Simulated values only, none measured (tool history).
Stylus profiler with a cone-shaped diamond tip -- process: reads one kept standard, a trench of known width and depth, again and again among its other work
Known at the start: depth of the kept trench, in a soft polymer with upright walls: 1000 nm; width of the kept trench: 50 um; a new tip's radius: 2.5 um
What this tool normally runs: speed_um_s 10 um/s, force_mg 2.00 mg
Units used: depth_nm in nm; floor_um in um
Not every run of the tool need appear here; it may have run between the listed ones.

| run | day | speed_um_s | force_mg | depth_nm | floor_um |
|---|---|---|---|---|---|
| 1 | 0.000 | 10 | 2.00 | 1009.36 | 45.96 |
| 2 | 1.583 | 10 | 2.00 | 1010.10 | 45.91 |
| 3 | 2.521 | 10 | 2.00 | 1009.83 | 45.90 |
| 4 | 4.158 | 10 | 2.00 | 1009.23 | 45.92 |
| 5 | 5.575 | 10 | 2.00 | 1009.29 | 45.86 |
| 6 | 7.275 | 10 | 2.00 | 1009.73 | 45.97 |
| 7 | 9.125 | 10 | 2.00 | 1009.42 | 45.89 |
| 8 | 10.162 | 10 | 2.00 | 1009.98 | 45.94 |
| 9 | 11.554 | 10 | 2.00 | 1009.46 | 45.92 |
| 10 | 12.750 | 10 | 3.76 | 1014.93 | 45.94 |
| 11 | 14.483 | 10 | 2.00 | 1009.48 | 45.94 |
| 12 | 15.433 | 10 | 2.00 | 1009.59 | 45.90 |
| 13 | 16.267 | 10 | 2.00 | 1009.61 | 45.94 |
| 14 | 17.400 | 10 | 2.57 | 1011.35 | 46.00 |
| 15 | 18.725 | 10 | 2.00 | 1009.94 | 45.92 |
| 16 | 19.771 | 10 | 2.00 | 1009.81 | 45.96 |
| 17 | 21.221 | 10 | 2.00 | 1009.57 | 45.93 |
| 18 | 23.050 | 10 | 2.00 | 1009.65 | 45.98 |
| 19 | 24.200 | 18 | 2.00 | 1009.42 | 45.90 |
| 20 | 25.817 | 18 | 2.00 | 1009.11 | 45.84 |
| 21 | 26.950 | 18 | 2.00 | 1009.26 | 45.88 |
|  | 27.883 | new tip fitted, height scale calibrated |
| 22 | 28.400 | 18 | 2.00 | 1009.84 | 45.91 |
| 23 | 30.125 | 18 | 2.00 | 1009.57 | 45.92 |
| 24 | 31.325 | 18 | 2.00 | 1009.56 | 45.88 |
| 25 | 32.767 | 6 | 2.00 | 1009.69 | 46.00 |
| 26 | 33.800 | 4 | 0.68 | 1004.60 | 46.00 |
| 27 | 35.283 | 34 | 1.07 | 1006.09 | 45.75 |
| 28 | 37.117 | 34 | 1.07 | 1006.13 | 45.75 |
| 29 | 37.904 | 24 | 1.22 | 1007.09 | 45.83 |
| 30 | 39.079 | 16 | 1.04 | 1006.59 | 45.89 |
| 31 | 40.321 | 20 | 2.37 | 1010.84 | 45.89 |
| 32 | 41.158 | 4 | 1.44 | 1007.69 | 45.96 |
| 33 | 42.021 | 4 | 1.44 | 1007.86 | 45.96 |
| 34 | 43.000 | 8 | 0.93 | 1005.83 | 45.91 |
| 35 | 44.767 | 8 | 0.93 | 1005.83 | 45.94 |
| 36 | 46.304 | 30 | 0.98 | 1006.02 | 45.80 |
| 37 | 48.138 | 10 | 5.01 | 1017.94 | 45.98 |
| 38 | 49.708 | 10 | 3.40 | 1014.24 | 45.97 |
| 39 | 51.062 | 4 | 2.00 | 1009.32 | 45.97 |
| 40 | 51.962 | 15 | 2.00 | 1009.54 | 45.88 |
| 41 | 52.996 | 26 | 1.24 | 1007.32 | 45.85 |
| 42 | 54.854 | 3 | 1.34 | 1007.53 | 45.97 |
| 43 | 56.125 | 3 | 1.34 | 1007.20 | 45.91 |
| 44 | 57.033 | 6 | 0.74 | 1004.77 | 45.98 |
| 45 | 57.879 | 10 | 5.65 | 1019.08 | 45.99 |
| 46 | 59.650 | 2 | 3.89 | 1014.75 | 46.00 |
| 47 | 61.012 | 13 | 3.64 | 1014.49 | 45.97 |

3 options for the next run, each taken on its own from the tool as it stands now. Forecast them:
| A | 62.617 | 3 | 3.64 | ? | ? |
| B | 62.617 | 10 | 3.91 | ? | ? |
| C | 62.617 | 16 | 1.42 | ? | ? |

| run | depth_nm | floor_um |
|---|---|---|
| A | 1014.65 | 45.96 |
| B | 1015.03 | 45.93 |
| C | 1007.83 | 45.87 |
Stripped of hidden state, with their random variation kept, the same runs would have yielded:
| run | depth_nm | floor_um |
|---|---|---|
| A | 1014.66 | 45.97 |
| B | 1015.05 | 45.94 |
| C | 1007.85 | 45.88 |
